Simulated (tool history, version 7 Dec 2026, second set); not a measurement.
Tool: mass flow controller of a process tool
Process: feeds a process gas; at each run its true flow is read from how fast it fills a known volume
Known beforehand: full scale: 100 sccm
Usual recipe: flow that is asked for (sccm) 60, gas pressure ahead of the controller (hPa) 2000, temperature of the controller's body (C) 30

run    hour  flow that is asked for (sccm)  gas pressure ahead of the controller (hPa)  temperature of the controller's body (C)  true flow (%)
  1       0                             60                                        2000                                        30          99.49
  2   150.5                             60                                        2000                                        30          99.39
  3     271                             60                                        2000                                        29          99.26
  4   352.7                             60                                        2000                                        29           99.2
  5     511                             60                                        2000                                        29          99.06
  6   670.5                             60                                        2000                                        29          98.95
  7   803.6                             60                                        2000                                        22           98.4
  8   910.6                             60                                        2000                                        22          98.25
  9  1065.5                             60                                        1590                                        30          98.93
 10  1204.4                             29                                        1770                                        30          97.98
 11  1378.8                             29                                        1770                                        30          98.07
 12  1518.7                             29                                        1770                                        30           97.8
 13  1646.9                             26                                        2420                                        30          97.42
 14  1803.8                             26                                        2420                                        30           97.2
 15  1881.1                             26                                        2420                                        30          97.12

Forecast each of these 3 alternatives for the next run:
  A  1989.8                             48                                        2000                                        22              ?
  B  1989.8                             96                                        2000                                        30              ?
  C  1989.8                             18                                        2380                                        31              ?

run  true flow (%)
  A          97.22
  B          98.76
  C          96.97
Without the tool's hidden state the same runs would have given:
run  true flow (%)
  A           98.7
  B         100.25
  C          98.44
